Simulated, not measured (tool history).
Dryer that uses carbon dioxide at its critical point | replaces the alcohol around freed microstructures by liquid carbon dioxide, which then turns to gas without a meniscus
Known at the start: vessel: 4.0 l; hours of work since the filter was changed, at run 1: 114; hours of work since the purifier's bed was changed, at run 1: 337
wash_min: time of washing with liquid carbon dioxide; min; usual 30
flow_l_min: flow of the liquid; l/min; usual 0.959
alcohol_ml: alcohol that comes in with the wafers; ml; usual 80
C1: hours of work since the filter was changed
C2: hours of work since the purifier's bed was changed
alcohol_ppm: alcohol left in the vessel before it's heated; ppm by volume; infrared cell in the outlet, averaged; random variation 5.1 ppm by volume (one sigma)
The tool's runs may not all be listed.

run 1 hour=0.0 | wash_min=30 flow_l_min=0.959 alcohol_ml=80 | C1=114 C2=337 | alcohol_ppm=136
run 2 hour=17.9 | wash_min=30 flow_l_min=0.959 alcohol_ml=80 | C1=126 C2=349 | alcohol_ppm=140
run 3 hour=33.2 | wash_min=30 flow_l_min=0.959 alcohol_ml=80 | C1=136 C2=359 | alcohol_ppm=131
run 4 hour=47.8 | wash_min=30 flow_l_min=0.959 alcohol_ml=80 | C1=146 C2=369 | alcohol_ppm=146
run 5 hour=58.1 | wash_min=30 flow_l_min=0.959 alcohol_ml=80 | C1=153 C2=376 | alcohol_ppm=151
run 6 hour=75.1 | wash_min=30 flow_l_min=0.959 alcohol_ml=80 | C1=164 C2=387 | alcohol_ppm=146
run 7 hour=90.9 | wash_min=30 flow_l_min=0.959 alcohol_ml=80 | C1=175 C2=398 | alcohol_ppm=145
run 8 hour=115.0 | wash_min=33 flow_l_min=0.959 alcohol_ml=80 | C1=191 C2=414 | alcohol_ppm=109
run 9 hour=138.3 | wash_min=33 flow_l_min=0.959 alcohol_ml=80 | C1=207 C2=430 | alcohol_ppm=109
run 10 hour=159.4 | wash_min=30 flow_l_min=0.959 alcohol_ml=80 | C1=221 C2=444 | alcohol_ppm=156
run 11 hour=175.1 | wash_min=30 flow_l_min=0.959 alcohol_ml=80 | C1=231 C2=454 | alcohol_ppm=153
run 12 hour=192.8 | wash_min=30 flow_l_min=0.959 alcohol_ml=80 | C1=243 C2=466 | alcohol_ppm=162
-- hour=198.8 inlet filter changed
run 13 hour=214.8 | wash_min=30 flow_l_min=0.959 alcohol_ml=99 | C1=11 C2=480 | alcohol_ppm=154
run 14 hour=238.2 | wash_min=30 flow_l_min=0.959 alcohol_ml=80 | C1=26 C2=496 | alcohol_ppm=127
run 15 hour=259.3 | wash_min=30 flow_l_min=0.959 alcohol_ml=80 | C1=41 C2=510 | alcohol_ppm=142
run 16 hour=269.7 | wash_min=26 flow_l_min=0.677 alcohol_ml=31 | C1=48 C2=517 | alcohol_ppm=325
run 17 hour=283.1 | wash_min=46 flow_l_min=0.699 alcohol_ml=55 | C1=57 C2=526 | alcohol_ppm=92
run 18 hour=296.4 | wash_min=23 flow_l_min=0.699 alcohol_ml=93 | C1=65 C2=535 | alcohol_ppm=1041
run 19 hour=313.0 | wash_min=30 flow_l_min=0.959 alcohol_ml=20 | C1=77 C2=546 | alcohol_ppm=89
-- hour=338.1 purifier's bed changed
run 20 hour=340.3 | wash_min=18 flow_l_min=0.926 alcohol_ml=50 | C1=93 C2=1 | alcohol_ppm=512
run 21 hour=361.8 | wash_min=22 flow_l_min=0.953 alcohol_ml=72 | C1=107 C2=16 | alcohol_ppm=335
run 22 hour=382.8 | wash_min=22 flow_l_min=1.491 alcohol_ml=38 | C1=121 C2=30 | alcohol_ppm=27
run 23 hour=405.4 | wash_min=21 flow_l_min=0.860 alcohol_ml=79 | C1=136 C2=45 | alcohol_ppm=625
run 24 hour=424.3 | wash_min=40 flow_l_min=1.150 alcohol_ml=74 | C1=149 C2=58 | alcohol_ppm=17
run 25 hour=441.9 | wash_min=31 flow_l_min=0.595 alcohol_ml=28 | C1=161 C2=70 | alcohol_ppm=207
run 26 hour=463.0 | wash_min=22 flow_l_min=1.194 alcohol_ml=50 | C1=175 C2=84 | alcohol_ppm=115
run 27 hour=480.0 | wash_min=22 flow_l_min=1.194 alcohol_ml=50 | C1=187 C2=95 | alcohol_ppm=117
run 28 hour=501.2 | wash_min=44 flow_l_min=0.643 alcohol_ml=40 | C1=201 C2=109 | alcohol_ppm=72
run 29 hour=519.2 | wash_min=30 flow_l_min=0.959 alcohol_ml=21 | C1=213 C2=121 | alcohol_ppm=43
run 30 hour=529.7 | wash_min=24 flow_l_min=1.041 alcohol_ml=40 | C1=220 C2=128 | alcohol_ppm=117

The same runs without the tool's hidden state, with the same run-to-run variation:
The hidden state here: flow that reaches the vessel past the clogged filter, %; alcohol in the recycled carbon dioxide, ppm; drift of the gauge itself on alcohol_ppm, %.
run=1 alcohol_ppm=79
run=2 alcohol_ppm=81
run=3 alcohol_ppm=70
run=4 alcohol_ppm=82
run=5 alcohol_ppm=83
run=6 alcohol_ppm=77
run=7 alcohol_ppm=74
run=8 alcohol_ppm=41
run=9 alcohol_ppm=39
run=10 alcohol_ppm=72
run=11 alcohol_ppm=67
run=12 alcohol_ppm=75
run=13 alcohol_ppm=89
run=14 alcohol_ppm=60
run=15 alcohol_ppm=70
run=16 alcohol_ppm=245
run=17 alcohol_ppm=22
run=18 alcohol_ppm=912
run=19 alcohol_ppm=18
run=20 alcohol_ppm=468
run=21 alcohol_ppm=292
run=22 alcohol_ppm=17
run=23 alcohol_ppm=542
run=24 alcohol_ppm=7
run=25 alcohol_ppm=168
run=26 alcohol_ppm=84
run=27 alcohol_ppm=83
run=28 alcohol_ppm=45
run=29 alcohol_ppm=20
run=30 alcohol_ppm=75
